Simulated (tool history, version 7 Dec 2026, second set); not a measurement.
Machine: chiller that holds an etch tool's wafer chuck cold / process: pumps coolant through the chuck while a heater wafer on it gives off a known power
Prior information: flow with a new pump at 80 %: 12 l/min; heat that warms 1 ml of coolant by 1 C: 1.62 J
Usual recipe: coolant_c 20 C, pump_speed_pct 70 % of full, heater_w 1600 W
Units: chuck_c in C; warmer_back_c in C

run   hour  coolant_c  pump_speed_pct  heater_w  chuck_c  warmer_back_c
  1    0.0         20              70      1600     38.0           5.63
  2   20.4         20              70      1600     38.0           5.62
  3   43.4         20              88      1600     34.5           4.42
  4   62.8         20              71      1600     37.7           5.61
  5   87.6         20              71      1137     32.7           4.03
  6  120.8         20              70      1600     37.9           5.69
  7  157.9         20              70      1600     38.0           5.71
  8  181.8         20              70      1600     38.1           5.70
  9  210.7         20              70      1600     38.0           5.70
 10  228.9         20              70      1600     38.0           5.74
 11  266.9         20              70      1600     38.1           5.67
 12  290.6         20              70      1600     38.1           5.62
 13  329.6         20              70      1600     37.9           5.68
 14  365.2         11              90      1151     21.3           3.21
 15  399.4         11              63      2336     39.9           9.21
 16  437.5         20              70      1878     41.1           6.65
 17  470.7         20              70      1878     41.0           6.71
 18  506.5         20              62      1600     40.3           6.45
 19  529.6         20              62      1600     39.9           6.37
 20  547.8         19              70      1371     34.5           4.85
 21  563.9         16              61       952     28.0           3.96
 22  594.2         26              61      1242     41.8           5.08
 23  619.8         20              95      1600     33.7           4.12
 24  656.6         22              62      1600     42.0           6.46
 25  681.1         30              80      1600     46.0           4.97

Alternative continuations, all from the tool just after run 25; predict every row:
  A  713.1         10              98      1792        ?              ?
  B  713.1         11              79      1600        ?              ?
  C  713.1         15              80       841        ?              ?

run  chuck_c  warmer_back_c
  A     25.0           4.51
  B     27.1           4.98
  C     23.3           2.61
With no hidden state in the tool, these same runs would have given:
run  chuck_c  warmer_back_c
  A     25.0           4.50
  B     27.1           4.98
  C     23.3           2.61
